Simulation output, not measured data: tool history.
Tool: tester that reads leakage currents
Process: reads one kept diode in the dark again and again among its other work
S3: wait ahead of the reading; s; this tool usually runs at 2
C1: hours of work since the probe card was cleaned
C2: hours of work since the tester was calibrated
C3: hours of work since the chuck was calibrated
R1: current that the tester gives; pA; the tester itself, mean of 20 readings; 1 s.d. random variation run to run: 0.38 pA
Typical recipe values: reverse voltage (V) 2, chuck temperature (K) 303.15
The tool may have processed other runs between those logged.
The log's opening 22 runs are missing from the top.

run 23 hour=488.7 | reverse_voltage_(V)=2 chuck_temperature_(K)=303.15 S3=1.24 | C1=697 C2=612 C3=131 | R1=129.17
run 24 hour=513 | reverse_voltage_(V)=2 chuck_temperature_(K)=303.15 S3=1.24 | C1=715 C2=629 C3=148 | R1=129.65
run 25 hour=531 | reverse_voltage_(V)=2 chuck_temperature_(K)=323.15 S3=1.24 | C1=727 C2=642 C3=161 | R1=730.26
run 26 hour=561.4 | reverse_voltage_(V)=2 chuck_temperature_(K)=323.15 S3=1.24 | C1=749 C2=664 C3=183 | R1=733.98
run 27 hour=579 | reverse_voltage_(V)=2 chuck_temperature_(K)=322.15 S3=3.72 | C1=762 C2=676 C3=195 | R1=676.5
run 28 hour=600.9 | reverse_voltage_(V)=6.17 chuck_temperature_(K)=322.15 S3=3.72 | C1=777 C2=692 C3=211 | R1=1317.83
run 29 hour=615.8 | reverse_voltage_(V)=2 chuck_temperature_(K)=304.15 S3=9.63 | C1=788 C2=702 C3=222 | R1=141.78
run 30 hour=628.6 | reverse_voltage_(V)=4.92 chuck_temperature_(K)=311.15 S3=0.63 | C1=797 C2=711 C3=231 | R1=456.63
run 31 hour=652.2 | reverse_voltage_(V)=4.92 chuck_temperature_(K)=311.15 S3=0.63 | C1=814 C2=728 C3=247 | R1=455.12
run 32 hour=674.7 | reverse_voltage_(V)=2 chuck_temperature_(K)=315.15 S3=8.86 | C1=830 C2=744 C3=264 | R1=374.21
run 33 hour=701.1 | reverse_voltage_(V)=19.85 chuck_temperature_(K)=293.15 S3=6.24 | C1=848 C2=763 C3=282 | R1=195.44
run 34 hour=717.7 | reverse_voltage_(V)=2 chuck_temperature_(K)=309.15 S3=2 | C1=860 C2=775 C3=294 | R1=223.57
run 35 hour=745 | reverse_voltage_(V)=2 chuck_temperature_(K)=309.15 S3=2 | C1=880 C2=794 C3=314 | R1=222.96
run 36 hour=762.1 | reverse_voltage_(V)=2 chuck_temperature_(K)=309.15 S3=2 | C1=892 C2=806 C3=326 | R1=223.04
run 37 hour=777.4 | reverse_voltage_(V)=2 chuck_temperature_(K)=309.15 S3=2 | C1=903 C2=817 C3=337 | R1=221.84
run 38 hour=799.6 | reverse_voltage_(V)=2 chuck_temperature_(K)=309.15 S3=2 | C1=919 C2=833 C3=352 | R1=222.91

5 ways to go on from here, each from the tool as it stands after run 38. What would each give?
run A hour=821.9 | reverse_voltage_(V)=9.72 chuck_temperature_(K)=303.15 S3=2 | C1=934 C2=849 C3=368 | R1=?
run B hour=821.9 | reverse_voltage_(V)=15.54 chuck_temperature_(K)=309.15 S3=3.74 | C1=934 C2=849 C3=368 | R1=?
run C hour=821.9 | reverse_voltage_(V)=2 chuck_temperature_(K)=321.15 S3=0.94 | C1=934 C2=849 C3=368 | R1=?
run D hour=821.9 | reverse_voltage_(V)=2 chuck_temperature_(K)=302.15 S3=8 | C1=934 C2=849 C3=368 | R1=?
run E hour=821.9 | reverse_voltage_(V)=2.92 chuck_temperature_(K)=307.15 S3=2 | C1=934 C2=849 C3=368 | R1=?

run=A R1=331.09
run=B R1=750.48
run=C R1=623.54
run=D R1=117.97
run=E R1=232.63
Without the tool's unlogged condition, the same runs would have read:
run=A R1=331.2
run=B R1=750.77
run=C R1=623.83
run=D R1=118.02
run=E R1=232.73

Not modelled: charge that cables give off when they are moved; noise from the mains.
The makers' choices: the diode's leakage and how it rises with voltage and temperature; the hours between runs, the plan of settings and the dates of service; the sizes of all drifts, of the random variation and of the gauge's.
